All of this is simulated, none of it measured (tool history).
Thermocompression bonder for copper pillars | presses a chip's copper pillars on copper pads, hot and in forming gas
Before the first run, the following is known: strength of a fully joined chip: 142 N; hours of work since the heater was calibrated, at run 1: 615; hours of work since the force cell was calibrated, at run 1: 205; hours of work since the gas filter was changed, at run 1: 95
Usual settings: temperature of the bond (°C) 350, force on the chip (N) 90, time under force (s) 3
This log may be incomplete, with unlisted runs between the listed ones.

run   hour  temperature of the bond (°C)  force on the chip (N)  time under force (s)  hours of work since the heater was calibrated  hours of work since the force cell was calibrated  hours of work since the gas filter was changed  force that shears a chip off (N)
  1      0                           350                     90                     3                                            615                                                205                                              95                              62.6
  2   10.7                           350                     90                     3                                            622                                                213                                             103                              61.2
  3   19.2                           350                     90                     3                                            628                                                219                                             109                              61.3
  4   29.1                           350                     90                     3                                            635                                                226                                             116                              61.4
  5   37.8                           350                     90                     3                                            641                                                232                                             122                              61.4
  6   47.9                           352                     90                     3                                            648                                                239                                             129                              61.8
  7   57.2                           352                     90                     3                                            655                                                245                                             135                              62.4
  8   62.5                           352                     90                     3                                            659                                                249                                             139                              62.1
  9   71.4                           350                     90                     3                                            665                                                255                                             145                              60.9
 10   78.8                           356                     90                     3                                            670                                                261                                             151                              63.3
 11     87                           356                     90                     2                                            676                                                266                                             157                              54.5
 12   96.1                           350                     90                     3                                            682                                                273                                             163                                61
 13  105.3                           350                     90                     3                                            689                                                279                                             169                              60.6
 14  111.8                           350                     90                     3                                            694                                                284                                             174                              60.7
 15  117.5                           350                     90                     5                                            698                                                288                                             178                              72.2
 16  124.1                           350                     90                     3                                            702                                                293                                             183                              60.9
 17  129.1                           370                     90                     3                                            706                                                296                                             186                              69.3
 18  138.8                           370                     90                     3                                            713                                                303                                             193                              69.3
 19  143.6                           370                     90                     3                                            716                                                306                                             196                              69.3
 20  152.1                           370                     90                     3                                            722                                                312                                             202                              68.4
     154.3  -- gauge calibrated
     160.2  -- heater calibrated with a thermocouple chip
 21  161.1                           325                     56                     3                                              1                                                317                                             207                              27.8
 22  167.8                           350                     60                     4                                              5                                                322                                             212                              42.6
 23  177.5                           360                    120                     3                                             12                                                329                                             219                              87.1
 24  182.7                           349                    116                     3                                             16                                                333                                             223                              79.5
 25  192.1                           349                    116                     3                                             23                                                339                                             229                              79.2
 26  200.1                           349                    116                     3                                             28                                                345                                             235                              79.2
 27  208.6                           349                     90                     4                                             34                                                351                                             241                              67.5
 28  216.2                           378                     64                     3                                             40                                                356                                             246                              50.6
 29  226.2                           367                     93                     2                                             47                                                363                                             253                              61.7

Run 30 has not been measured yet. What should we expect?
 30  232.5                           363                     86                     8                                             51                                                368                                             258                                 ?

{"run 30": {"force that shears a chip off (N)": 87.5}}
If the tool had no hidden condition, the same run with the same run-to-run variation would have returned force that shears a chip off (N) 88.7.
